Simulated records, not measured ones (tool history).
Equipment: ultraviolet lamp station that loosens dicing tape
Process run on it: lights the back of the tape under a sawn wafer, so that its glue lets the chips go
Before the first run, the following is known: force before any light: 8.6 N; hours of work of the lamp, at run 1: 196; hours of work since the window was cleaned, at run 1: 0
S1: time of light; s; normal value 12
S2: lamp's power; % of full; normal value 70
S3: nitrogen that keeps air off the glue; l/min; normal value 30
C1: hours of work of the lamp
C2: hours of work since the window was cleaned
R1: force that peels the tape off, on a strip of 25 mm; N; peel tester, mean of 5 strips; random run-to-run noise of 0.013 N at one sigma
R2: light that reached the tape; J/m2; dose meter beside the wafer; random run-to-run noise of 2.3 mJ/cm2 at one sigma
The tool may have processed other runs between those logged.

| run | hour | S1 | S2 | S3 | C1 | C2 | R1 | R2 |
|---|---|---|---|---|---|---|---|---|
| 1 | 0 | 12 | 70 | 30 | 196 | 0 | 0.696 | 2010 |
| 2 | 26.5 | 12 | 70 | 30 | 211 | 15 | 0.677 | 1970 |
| 3 | 74.9 | 12 | 70 | 30 | 239 | 44 | 0.716 | 1960 |
| 4 | 133.3 | 13 | 70 | 30 | 274 | 78 | 0.641 | 2120 |
| 5 | 189.1 | 13 | 70 | 44 | 306 | 110 | 0.481 | 2050 |
| 6 | 216.3 | 9 | 70 | 30 | 322 | 126 | 1.344 | 1420 |
| 7 | 264.8 | 9 | 70 | 30 | 350 | 155 | 1.436 | 1390 |
| 8 | 295.9 | 9 | 70 | 30 | 369 | 173 | 1.469 | 1390 |
| 9 | 332.3 | 9 | 70 | 30 | 390 | 194 | 1.42 | 1330 |
| 10 | 362 | 9 | 70 | 30 | 407 | 212 | 1.463 | 1320 |
| 11 | 400.6 | 9 | 70 | 30 | 430 | 234 | 1.525 | 1350 |
| 12 | 443.9 | 18 | 70 | 30 | 455 | 259 | 0.347 | 2660 |
| 13 | 501.1 | 18 | 70 | 30 | 488 | 293 | 0.381 | 2600 |
| 14 | 554.2 | 18 | 70 | 30 | 519 | 324 | 0.406 | 2540 |
| 15 | 613.3 | 18 | 70 | 30 | 554 | 358 | 0.401 | 2550 |
| 16 | 651.4 | 18 | 70 | 30 | 576 | 381 | 0.413 | 2460 |
| 17 | 683.8 | 18 | 70 | 30 | 595 | 400 | 0.451 | 2450 |
| 18 | 727.2 | 18 | 70 | 30 | 620 | 425 | 0.434 | 2390 |
| 19 | 773.2 | 18 | 70 | 30 | 647 | 452 | 0.473 | 2370 |
| 20 | 806.6 | 18 | 70 | 30 | 667 | 471 | 0.492 | 2390 |
| 21 | 859.2 | 18 | 70 | 30 | 698 | 502 | 0.492 | 2310 |
| 22 | 919.2 | 12 | 70 | 30 | 733 | 537 | 1.223 | 1520 |
| 23 | 945 | 11 | 90 | 47 | 748 | 552 | 0.647 | 1740 |
| 24 | 1004.1 | 11 | 78 | 47 | 782 | 587 | 0.94 | 1510 |
|  | 1008.4 | window cleaned of glue's vapour |
| 25 | 1034.2 | 11 | 78 | 47 | 800 | 15 | 1.013 | 1410 |
| 26 | 1090.7 | 11 | 78 | 47 | 833 | 48 | 1.082 | 1420 |
| 27 | 1129.5 | 13 | 62 | 15 | 855 | 71 | 2.352 | 1310 |
| 28 | 1168.6 | 13 | 62 | 15 | 878 | 94 | 2.367 | 1280 |
| 29 | 1229.7 | 16 | 69 | 30 | 914 | 129 | 0.918 | 1760 |
| 30 | 1288.7 | 16 | 69 | 30 | 948 | 164 | 0.984 | 1700 |
| 31 | 1315 | 15 | 69 | 22 | 964 | 179 | 1.362 | 1540 |
| 32 | 1345.1 | 15 | 69 | 22 | 981 | 197 | 1.482 | 1550 |
|  | 1364.9 | window cleaned of glue's vapour, once more |
| 33 | 1399.3 | 15 | 69 | 22 | 1013 | 20 | 1.034 | 1830 |
| 34 | 1456.4 | 15 | 69 | 22 | 1046 | 53 | 1.091 | 1810 |
| 35 | 1490.8 | 18 | 70 | 28 | 1066 | 74 | 0.627 | 2140 |
| 36 | 1521.6 | 13 | 70 | 37 | 1084 | 92 | 1.04 | 1550 |
| 37 | 1573.5 | 14 | 70 | 30 | 1114 | 122 | 1.008 | 1690 |
| 38 | 1609 | 23 | 70 | 26 | 1135 | 143 | 0.404 | 2690 |
| 39 | 1662.2 | 23 | 70 | 26 | 1166 | 174 | 0.421 | 2610 |
| 40 | 1707.5 | 7 | 97 | 42 | 1193 | 200 | 1.726 | 1070 |
| 41 | 1742.8 | 12 | 99 | 42 | 1213 | 221 | 0.62 | 1860 |
| 42 | 1772.7 | 12 | 99 | 42 | 1231 | 238 | 0.632 | 1880 |
|  | 1777.7 | lamp changed |
| 43 | 1803.5 | 23 | 66 | 11 | 15 | 256 | 0.416 | 3620 |
| 44 | 1837.9 | 23 | 66 | 11 | 35 | 276 | 0.435 | 3610 |

What if the next run were any one of these 3? Each begins from the tool's condition after run 44:
| A | 1869.3 | 11 | 66 | 10 | 54 | 294 | ? | ? |
| B | 1869.3 | 23 | 78 | 11 | 54 | 294 | ? | ? |
| C | 1869.3 | 8 | 66 | 11 | 54 | 294 | ? | ? |

| run | R1 | R2 |
|---|---|---|
| A | 1.965 | 1680 |
| B | 0.293 | 4240 |
| C | 2.923 | 1220 |
With no hidden state in the tool, these same runs would have given:
| run | R1 | R2 |
|---|---|---|
| A | 1.747 | 1830 |
| B | 0.244 | 4590 |
| C | 2.669 | 1320 |
